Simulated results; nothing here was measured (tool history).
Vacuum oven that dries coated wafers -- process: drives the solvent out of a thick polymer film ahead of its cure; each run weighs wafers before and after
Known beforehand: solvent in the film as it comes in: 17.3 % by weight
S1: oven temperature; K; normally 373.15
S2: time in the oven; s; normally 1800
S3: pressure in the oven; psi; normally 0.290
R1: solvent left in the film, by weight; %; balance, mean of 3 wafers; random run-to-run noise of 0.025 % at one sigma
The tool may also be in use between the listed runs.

run    hour      S1    S2     S3    R1
  1     0.0  373.15  1800  0.290  2.62
  2   107.5  373.15  1800  0.290  2.64
  3   227.5  373.15  1800  0.290  2.64
  4   352.6  373.15  1800  0.705  3.96
  5   429.7  373.15  1800  0.705  3.92
  6   497.3  364.15  1800  0.290  5.73
  7   611.5  373.15  1800  0.290  2.64
  8   667.2  373.15  1800  0.290  2.66
  9   749.9  373.15  1800  0.290  2.64
 10   839.5  373.15  1800  0.290  2.65
 11   924.1  373.15  1800  0.629  3.69
 12  1032.7  372.15  1800  0.290  2.90
 13  1133.9  372.15  1800  0.290  2.89
 14  1204.8  372.15  1800  0.290  2.95
 15  1287.4  372.15  1800  0.290  2.91
 16  1399.1  369.15  1200  0.307  5.84
 17  1458.8  369.15  1200  0.238  5.63
 18  1553.2  369.15  1200  0.238  5.57
 19  1636.3  386.15  1800  0.365  0.89
 20  1688.2  373.15  2460  0.290  1.79
 21  1755.7  373.15  2460  0.290  1.77
 22  1809.8  377.15  1560  0.168  1.71
 23  1900.3  382.15  1080  0.157  1.72
 24  1953.5  382.15  1080  0.157  1.75
 25  2021.0  382.15  1080  0.743  3.07
 26  2079.1  382.15  1080  0.743  3.12
 27  2140.7  382.15  1080  0.743  3.07
 28  2257.1  382.15  1080  0.743  3.11
 29  2377.2  374.15  1380  0.521  3.95
 30  2459.6  374.15  1620  0.757  4.21

Not shown here: 3 entries made in the log between runs. Locate each between two listed runs and compare the hidden state at the listed run before it with the hidden state at the listed run after it:
Between runs 2 and 3: oven's thermocouples calibrated (hour 137.9)
  true wafer temperature over the reading, C: 0.06 -> 0.01; true pressure over the reading, kPa: 0.006 -> 0.007
Between runs 13 and 14: vacuum gauge cleaned of residue and calibrated (hour 1179.3)
  true pressure over the reading, kPa: 0.016 -> 0
Between runs 28 and 29: oven's thermocouples calibrated (hour 2281.2)
  true wafer temperature over the reading, C: 0.08 -> -0.02; true pressure over the reading, kPa: 0.009 -> 0.011
